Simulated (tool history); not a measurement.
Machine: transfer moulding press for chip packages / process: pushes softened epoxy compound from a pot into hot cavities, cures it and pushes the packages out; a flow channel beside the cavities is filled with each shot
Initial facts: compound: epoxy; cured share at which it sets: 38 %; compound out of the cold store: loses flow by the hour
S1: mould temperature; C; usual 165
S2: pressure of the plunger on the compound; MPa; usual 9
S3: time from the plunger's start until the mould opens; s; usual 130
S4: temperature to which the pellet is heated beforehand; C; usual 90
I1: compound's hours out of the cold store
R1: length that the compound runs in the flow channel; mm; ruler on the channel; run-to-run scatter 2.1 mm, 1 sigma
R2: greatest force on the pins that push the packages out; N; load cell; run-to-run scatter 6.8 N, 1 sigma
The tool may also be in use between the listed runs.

run	hour	S1	S2	S3	S4	I1	R1	R2
1	0	165	9	130	90	27.1	751	285
2	12.9	165	9	130	90	18.6	776	318
3	27	165	8.41	130	90	10.1	772	311
4	44.2	165	9	130	90	14.4	784	337
5	52.8	165	9	130	90	43.5	707	340
6	62.7	165	9	130	90	37	721	354
7	74.8	165	9	112	90	27.2	745	421
8	88.1	165	9	112	90	33.6	726	445
# hour 99: cavities cleaned with cleaning compound and waxed
9	108.4	165	9	112	90	31.6	733	327
10	123.2	165	9	112	90	11.9	787	358
11	136.9	165	9	123	90	8.8	794	335
12	149.7	165	8.81	123	90	8.3	793	363
13	163.1	165	8.81	123	90	41.8	697	357
14	174	165	8.81	123	90	26.7	735	364
15	183.6	165	8.81	123	90	14.3	772	375
16	202.3	165	10.1	147	87	36.9	759	347
# hour 214.7: cavities cleaned with cleaning compound and waxed
17	220.6	165	8.16	147	97	39.4	670	266
18	230.1	169	9.89	130	81	34.7	746	271
19	247.3	169	10.39	128	81	11.2	830	298
20	256.6	169	10.39	128	81	22.3	799	308
21	270.3	169	10.39	128	81	40.4	747	311
22	279	169	10.39	128	81	36.7	759	325
23	297.9	172	8.01	147	81	29.2	676	332
24	306.8	172	9.82	150	81	42.7	716	340
25	318.6	158	10.61	122	90	9.2	873	590
# hour 330.3: cavities cleaned with cleaning compound and waxed
26	334.6	158	10.61	122	90	35.3	793	404
27	346.4	165	9	140	90	35.5	715	281
28	364.1	161	10.23	121	89	24.7	796	408
29	378.7	165	9.25	139	90	8.7	795	338

Alternative continuations, all from the tool just after run 29; predict every row:
A	391.7	157	9	160	90	36.4	?	?
B	391.7	165	9.25	112	90	13.1	?	?
C	391.7	165	8.28	139	90	11.8	?	?

run	R1	R2
A	724	363
B	780	418
C	741	346
With no hidden state in the tool, these same runs would have given:
run	R1	R2
A	751	290
B	809	337
C	768	272

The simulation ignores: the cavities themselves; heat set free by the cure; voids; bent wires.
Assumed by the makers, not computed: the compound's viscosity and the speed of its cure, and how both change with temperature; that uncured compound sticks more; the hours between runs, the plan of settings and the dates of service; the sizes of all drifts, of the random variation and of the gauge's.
